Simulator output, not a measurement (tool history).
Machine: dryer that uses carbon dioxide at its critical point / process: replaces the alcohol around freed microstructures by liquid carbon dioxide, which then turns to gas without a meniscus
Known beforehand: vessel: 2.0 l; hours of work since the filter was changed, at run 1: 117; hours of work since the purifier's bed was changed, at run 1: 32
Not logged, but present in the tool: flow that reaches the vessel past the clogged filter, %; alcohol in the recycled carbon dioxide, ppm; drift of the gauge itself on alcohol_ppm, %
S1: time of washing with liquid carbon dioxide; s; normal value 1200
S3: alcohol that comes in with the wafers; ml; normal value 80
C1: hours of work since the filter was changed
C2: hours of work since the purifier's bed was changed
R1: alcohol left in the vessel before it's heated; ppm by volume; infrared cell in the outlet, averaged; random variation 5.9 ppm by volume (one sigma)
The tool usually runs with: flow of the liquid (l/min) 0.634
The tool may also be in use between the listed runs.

{"run": 1, "hour": 0.0, "S1": 1200, "flow of the liquid (l/min)": 0.634, "S3": 80, "C1": 117, "C2": 32, "R1": 243}
{"run": 2, "hour": 12.5, "S1": 1200, "flow of the liquid (l/min)": 0.634, "S3": 80, "C1": 124, "C2": 38, "R1": 231}
{"run": 3, "hour": 27.2, "S1": 1200, "flow of the liquid (l/min)": 0.634, "S3": 80, "C1": 132, "C2": 46, "R1": 225}
{"run": 4, "hour": 34.4, "S1": 1200, "flow of the liquid (l/min)": 0.634, "S3": 80, "C1": 136, "C2": 50, "R1": 243}
{"run": 5, "hour": 48.5, "S1": 1200, "flow of the liquid (l/min)": 0.634, "S3": 80, "C1": 143, "C2": 58, "R1": 234}
{"run": 6, "hour": 59.1, "S1": 1200, "flow of the liquid (l/min)": 0.634, "S3": 80, "C1": 149, "C2": 63, "R1": 239}
{"run": 7, "hour": 69.5, "S1": 1200, "flow of the liquid (l/min)": 0.634, "S3": 80, "C1": 155, "C2": 69, "R1": 240}
{"run": 8, "hour": 83.8, "S1": 1200, "flow of the liquid (l/min)": 0.634, "S3": 80, "C1": 162, "C2": 77, "R1": 251}
{"run": 9, "hour": 97.7, "S1": 1200, "flow of the liquid (l/min)": 0.634, "S3": 80, "C1": 170, "C2": 84, "R1": 250}
{"run": 10, "hour": 105.1, "S1": 1200, "flow of the liquid (l/min)": 0.634, "S3": 80, "C1": 174, "C2": 88, "R1": 259}
{"run": 11, "hour": 118.6, "S1": 1200, "flow of the liquid (l/min)": 0.634, "S3": 35, "C1": 181, "C2": 95, "R1": 126}
{"run": 12, "hour": 126.0, "S1": 900, "flow of the liquid (l/min)": 0.634, "S3": 80, "C1": 185, "C2": 99, "R1": 842}
{"run": 13, "hour": 140.6, "S1": 1200, "flow of the liquid (l/min)": 0.634, "S3": 80, "C1": 193, "C2": 107, "R1": 260}
{"run": 14, "hour": 151.4, "S1": 1200, "flow of the liquid (l/min)": 0.634, "S3": 80, "C1": 198, "C2": 113, "R1": 267}
{"run": 15, "hour": 158.6, "S1": 1200, "flow of the liquid (l/min)": 0.634, "S3": 80, "C1": 202, "C2": 117, "R1": 254}
{"run": 16, "hour": 173.1, "S1": 1200, "flow of the liquid (l/min)": 0.634, "S3": 80, "C1": 210, "C2": 124, "R1": 271}
{"run": 17, "hour": 183.1, "S1": 1680, "flow of the liquid (l/min)": 0.634, "S3": 80, "C1": 215, "C2": 130, "R1": 62}
{"run": 18, "hour": 197.4, "S1": 1680, "flow of the liquid (l/min)": 0.634, "S3": 80, "C1": 223, "C2": 137, "R1": 67}
{"run": 19, "hour": 206.8, "S1": 1200, "flow of the liquid (l/min)": 0.634, "S3": 80, "C1": 228, "C2": 142, "R1": 271}
{"run": 20, "hour": 216.2, "S1": 1200, "flow of the liquid (l/min)": 0.634, "S3": 80, "C1": 233, "C2": 147, "R1": 272}
{"run": 21, "hour": 229.2, "S1": 1200, "flow of the liquid (l/min)": 0.634, "S3": 80, "C1": 240, "C2": 154, "R1": 281}
{"run": 22, "hour": 242.7, "S1": 1200, "flow of the liquid (l/min)": 0.634, "S3": 80, "C1": 247, "C2": 162, "R1": 270}
{"run": 23, "hour": 257.1, "S1": 1200, "flow of the liquid (l/min)": 0.634, "S3": 21, "C1": 255, "C2": 169, "R1": 107}
{"run": 24, "hour": 271.9, "S1": 1200, "flow of the liquid (l/min)": 0.634, "S3": 21, "C1": 263, "C2": 177, "R1": 100}
{"run": 25, "hour": 284.5, "S1": 960, "flow of the liquid (l/min)": 0.634, "S3": 21, "C1": 270, "C2": 184, "R1": 219}
{"run": 26, "hour": 298.2, "S1": 960, "flow of the liquid (l/min)": 0.634, "S3": 21, "C1": 277, "C2": 191, "R1": 221}
{"run": 27, "hour": 308.7, "S1": 1260, "flow of the liquid (l/min)": 0.505, "S3": 21, "C1": 283, "C2": 197, "R1": 189}
{"run": 28, "hour": 324.2, "S1": 1260, "flow of the liquid (l/min)": 0.79, "S3": 115, "C1": 291, "C2": 205, "R1": 126}
{"run": 29, "hour": 336.0, "S1": 1260, "flow of the liquid (l/min)": 0.79, "S3": 115, "C1": 297, "C2": 212, "R1": 129}
{"run": 30, "hour": 351.2, "S1": 1080, "flow of the liquid (l/min)": 0.552, "S3": 72, "C1": 306, "C2": 220, "R1": 691}
{"run": 31, "hour": 366.1, "S1": 1320, "flow of the liquid (l/min)": 0.599, "S3": 90, "C1": 314, "C2": 228, "R1": 272}
{"run": 32, "hour": 376.3, "S1": 1500, "flow of the liquid (l/min)": 0.925, "S3": 48, "C1": 319, "C2": 233, "R1": 49}
{"run": 33, "hour": 390.8, "S1": 900, "flow of the liquid (l/min)": 0.634, "S3": 88, "C1": 327, "C2": 241, "R1": 1029}
{"run": 34, "hour": 403.1, "S1": 900, "flow of the liquid (l/min)": 0.634, "S3": 88, "C1": 333, "C2": 248, "R1": 1034}
{"run": 35, "hour": 410.0, "S1": 900, "flow of the liquid (l/min)": 0.395, "S3": 91, "C1": 337, "C2": 251, "R1": 4071}
{"run": 36, "hour": 421.4, "S1": 1500, "flow of the liquid (l/min)": 0.453, "S3": 31, "C1": 343, "C2": 258, "R1": 209}
{"run": 37, "hour": 434.0, "S1": 780, "flow of the liquid (l/min)": 1.017, "S3": 53, "C1": 350, "C2": 264, "R1": 212}
{"run": 38, "hour": 442.5, "S1": 780, "flow of the liquid (l/min)": 1.017, "S3": 53, "C1": 355, "C2": 269, "R1": 206}
{"run": 39, "hour": 453.0, "S1": 1680, "flow of the liquid (l/min)": 0.807, "S3": 24, "C1": 360, "C2": 274, "R1": 65}
{"run": 40, "hour": 461.8, "S1": 1200, "flow of the liquid (l/min)": 0.733, "S3": 48, "C1": 365, "C2": 279, "R1": 136}
{"run": 41, "hour": 476.3, "S1": 1200, "flow of the liquid (l/min)": 0.462, "S3": 80, "C1": 373, "C2": 287, "R1": 1013}
{"run": 42, "hour": 485.3, "S1": 840, "flow of the liquid (l/min)": 0.629, "S3": 60, "C1": 377, "C2": 292, "R1": 978}
{"run": 43, "hour": 496.9, "S1": 1680, "flow of the liquid (l/min)": 1.03, "S3": 80, "C1": 384, "C2": 298, "R1": 64}

Estimate the outcome of run 44 from the log above:
{"run": 44, "hour": 508.2, "S1": 1140, "flow of the liquid (l/min)": 0.885, "S3": 85, "C1": 390, "C2": 304, "R1": "?"}

For run 44 the tool returned R1 122 ppm by volume.
Without the tool's hidden state the same run would have given R1 47 ppm by volume.

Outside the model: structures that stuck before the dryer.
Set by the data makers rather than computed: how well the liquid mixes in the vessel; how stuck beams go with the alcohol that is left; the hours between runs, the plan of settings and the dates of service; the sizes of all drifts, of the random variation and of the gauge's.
